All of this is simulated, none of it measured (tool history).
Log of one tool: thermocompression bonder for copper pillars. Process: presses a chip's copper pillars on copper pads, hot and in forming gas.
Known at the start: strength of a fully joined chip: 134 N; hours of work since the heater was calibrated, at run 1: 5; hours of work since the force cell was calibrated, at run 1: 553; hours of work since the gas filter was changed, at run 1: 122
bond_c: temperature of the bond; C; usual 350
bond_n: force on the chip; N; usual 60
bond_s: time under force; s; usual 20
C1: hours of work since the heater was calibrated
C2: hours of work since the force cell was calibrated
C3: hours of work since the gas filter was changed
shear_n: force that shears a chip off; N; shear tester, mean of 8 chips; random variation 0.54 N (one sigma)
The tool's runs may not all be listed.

{"run": 1, "hour": 0.0, "bond_c": 350, "bond_n": 60, "bond_s": 20, "C1": 5, "C2": 553, "C3": 122, "shear_n": 94.9}
{"run": 2, "hour": 18.7, "bond_c": 350, "bond_n": 60, "bond_s": 20, "C1": 18, "C2": 566, "C3": 135, "shear_n": 94.9}
{"run": 3, "hour": 36.9, "bond_c": 350, "bond_n": 60, "bond_s": 11, "C1": 31, "C2": 578, "C3": 147, "shear_n": 80.7}
{"run": 4, "hour": 54.5, "bond_c": 350, "bond_n": 60, "bond_s": 26, "C1": 43, "C2": 590, "C3": 159, "shear_n": 101.5}
{"run": 5, "hour": 67.0, "bond_c": 350, "bond_n": 60, "bond_s": 26, "C1": 51, "C2": 599, "C3": 168, "shear_n": 101.8}
{"run": 6, "hour": 84.6, "bond_c": 350, "bond_n": 60, "bond_s": 26, "C1": 63, "C2": 611, "C3": 180, "shear_n": 100.6}
{"run": 7, "hour": 95.1, "bond_c": 350, "bond_n": 60, "bond_s": 26, "C1": 71, "C2": 618, "C3": 187, "shear_n": 102}
{"hour": 110.7, "done": "forming gas filter changed"}
{"run": 8, "hour": 113.4, "bond_c": 350, "bond_n": 60, "bond_s": 26, "C1": 83, "C2": 630, "C3": 2, "shear_n": 101.8}
{"run": 9, "hour": 134.7, "bond_c": 350, "bond_n": 60, "bond_s": 26, "C1": 97, "C2": 645, "C3": 16, "shear_n": 102.4}
{"run": 10, "hour": 149.5, "bond_c": 350, "bond_n": 37, "bond_s": 20, "C1": 108, "C2": 655, "C3": 27, "shear_n": 76}
{"run": 11, "hour": 170.0, "bond_c": 350, "bond_n": 60, "bond_s": 20, "C1": 122, "C2": 669, "C3": 41, "shear_n": 96.7}
{"run": 12, "hour": 183.4, "bond_c": 350, "bond_n": 60, "bond_s": 20, "C1": 131, "C2": 678, "C3": 50, "shear_n": 97.3}
{"run": 13, "hour": 195.8, "bond_c": 350, "bond_n": 60, "bond_s": 46, "C1": 139, "C2": 687, "C3": 58, "shear_n": 114.4}
{"run": 14, "hour": 217.0, "bond_c": 350, "bond_n": 60, "bond_s": 10, "C1": 154, "C2": 701, "C3": 73, "shear_n": 79.2}
{"run": 15, "hour": 233.9, "bond_c": 352, "bond_n": 60, "bond_s": 20, "C1": 165, "C2": 713, "C3": 84, "shear_n": 97.9}
{"run": 16, "hour": 255.0, "bond_c": 350, "bond_n": 60, "bond_s": 20, "C1": 180, "C2": 727, "C3": 99, "shear_n": 96.3}
{"run": 17, "hour": 270.9, "bond_c": 350, "bond_n": 60, "bond_s": 20, "C1": 191, "C2": 738, "C3": 110, "shear_n": 98.1}
{"run": 18, "hour": 285.9, "bond_c": 350, "bond_n": 60, "bond_s": 20, "C1": 201, "C2": 748, "C3": 120, "shear_n": 97.1}
{"run": 19, "hour": 303.2, "bond_c": 350, "bond_n": 60, "bond_s": 20, "C1": 213, "C2": 760, "C3": 132, "shear_n": 97.4}
{"run": 20, "hour": 312.1, "bond_c": 321, "bond_n": 60, "bond_s": 28, "C1": 219, "C2": 766, "C3": 138, "shear_n": 86.1}
{"run": 21, "hour": 332.3, "bond_c": 337, "bond_n": 42, "bond_s": 12, "C1": 233, "C2": 780, "C3": 152, "shear_n": 61.8}
{"run": 22, "hour": 341.7, "bond_c": 362, "bond_n": 65, "bond_s": 37, "C1": 239, "C2": 787, "C3": 158, "shear_n": 120.6}
{"hour": 348.8, "done": "gauge calibrated"}
{"run": 23, "hour": 352.7, "bond_c": 362, "bond_n": 65, "bond_s": 37, "C1": 247, "C2": 794, "C3": 166, "shear_n": 117}
{"run": 24, "hour": 372.1, "bond_c": 338, "bond_n": 68, "bond_s": 23, "C1": 260, "C2": 807, "C3": 179, "shear_n": 95.9}
{"run": 25, "hour": 388.9, "bond_c": 344, "bond_n": 60, "bond_s": 37, "C1": 272, "C2": 819, "C3": 191, "shear_n": 105.7}
{"hour": 399.4, "done": "forming gas filter changed"}
{"run": 26, "hour": 408.6, "bond_c": 344, "bond_n": 60, "bond_s": 37, "C1": 285, "C2": 832, "C3": 6, "shear_n": 106}
{"run": 27, "hour": 419.5, "bond_c": 352, "bond_n": 40, "bond_s": 38, "C1": 292, "C2": 840, "C3": 14, "shear_n": 96.5}
{"run": 28, "hour": 439.4, "bond_c": 379, "bond_n": 44, "bond_s": 21, "C1": 306, "C2": 853, "C3": 27, "shear_n": 101}
{"run": 29, "hour": 448.4, "bond_c": 361, "bond_n": 44, "bond_s": 21, "C1": 312, "C2": 859, "C3": 34, "shear_n": 90.8}
{"run": 30, "hour": 462.7, "bond_c": 361, "bond_n": 44, "bond_s": 21, "C1": 322, "C2": 869, "C3": 43, "shear_n": 92.1}
{"run": 31, "hour": 475.2, "bond_c": 366, "bond_n": 60, "bond_s": 20, "C1": 330, "C2": 878, "C3": 52, "shear_n": 106}
{"run": 32, "hour": 492.9, "bond_c": 358, "bond_n": 60, "bond_s": 36, "C1": 343, "C2": 890, "C3": 64, "shear_n": 114.3}
{"run": 33, "hour": 508.9, "bond_c": 373, "bond_n": 37, "bond_s": 20, "C1": 354, "C2": 901, "C3": 75, "shear_n": 91.2}
{"run": 34, "hour": 518.1, "bond_c": 365, "bond_n": 38, "bond_s": 39, "C1": 360, "C2": 907, "C3": 81, "shear_n": 102.6}
{"run": 35, "hour": 539.3, "bond_c": 355, "bond_n": 38, "bond_s": 39, "C1": 374, "C2": 922, "C3": 96, "shear_n": 96.8}
{"run": 36, "hour": 548.6, "bond_c": 355, "bond_n": 38, "bond_s": 39, "C1": 381, "C2": 928, "C3": 102, "shear_n": 96.9}

4 ways to go on from here, each from the tool as it stands after run 36. What would each give?
{"run": "A", "hour": 567.9, "bond_c": 355, "bond_n": 74, "bond_s": 20, "C1": 394, "C2": 941, "C3": 115, "shear_n": "?"}
{"run": "B", "hour": 567.9, "bond_c": 325, "bond_n": 60, "bond_s": 17, "C1": 394, "C2": 941, "C3": 115, "shear_n": "?"}
{"run": "C", "hour": 567.9, "bond_c": 350, "bond_n": 89, "bond_s": 20, "C1": 394, "C2": 941, "C3": 115, "shear_n": "?"}
{"run": "D", "hour": 567.9, "bond_c": 374, "bond_n": 60, "bond_s": 20, "C1": 394, "C2": 941, "C3": 115, "shear_n": "?"}

run=A shear_n=108.9
run=B shear_n=75.5
run=C shear_n=111.9
run=D shear_n=110.4
Without the tool's hidden state the same runs would have given:
run=A shear_n=107.2
run=B shear_n=74.4
run=C shear_n=110.2
run=D shear_n=108.7
